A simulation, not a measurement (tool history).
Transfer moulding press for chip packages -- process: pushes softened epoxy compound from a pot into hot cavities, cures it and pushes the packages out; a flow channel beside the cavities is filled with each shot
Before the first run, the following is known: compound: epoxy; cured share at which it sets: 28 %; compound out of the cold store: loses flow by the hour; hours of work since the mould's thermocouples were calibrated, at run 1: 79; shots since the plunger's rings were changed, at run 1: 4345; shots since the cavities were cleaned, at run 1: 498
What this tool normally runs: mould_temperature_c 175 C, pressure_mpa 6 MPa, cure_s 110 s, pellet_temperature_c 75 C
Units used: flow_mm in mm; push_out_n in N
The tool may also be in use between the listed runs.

run,hour,mould_temperature_c,pressure_mpa,cure_s,pellet_temperature_c,hours of work since the mould's thermocouples were calibrated,shots since the plunger's rings were changed,shots since the cavities were cleaned,incoming compound's hours out of the cold store,flow_mm,push_out_n
1,0.0,175,6,110,75,79,4345,498,11.4,886,537
2,24.6,175,6,110,75,92,4549,702,12.3,889,537
3,43.6,175,6,110,75,102,4706,859,32.2,739,521
# hour 52.2: cavities cleaned with cleaning compound and waxed
4,59.1,175,6,114,75,109,4822,57,8.0,911,611
5,83.9,175,6,114,75,122,5028,263,19.9,816,568
6,102.5,175,6,98,75,132,5182,417,32.3,730,701
7,127.4,175,6,110,75,145,5389,624,44.9,667,580
8,148.7,170,6,110,75,156,5566,801,36.1,720,722
# hour 164.9: cavities cleaned with cleaning compound and waxed
9,174.4,170,6,110,75,169,5766,79,26.4,767,507
# hour 188.9: cavities cleaned with cleaning compound and waxed, once more
10,197.4,170,6,110,75,180,5944,71,19.5,814,495
11,211.6,170,6,110,75,188,6062,189,12.9,843,592
# hour 233.1: plunger's sealing rings changed
12,241.8,175,6,121,78,203,73,419,43.5,754,410

For run 13, what comes out?
13,263.0,175,6,121,78,214,248,594,10.2,?,?

flow_mm: 969 mm
push_out_n: 463 N
Minus the tool's unlogged condition, the same run would have read flow_mm 974 mm, push_out_n 301 N.

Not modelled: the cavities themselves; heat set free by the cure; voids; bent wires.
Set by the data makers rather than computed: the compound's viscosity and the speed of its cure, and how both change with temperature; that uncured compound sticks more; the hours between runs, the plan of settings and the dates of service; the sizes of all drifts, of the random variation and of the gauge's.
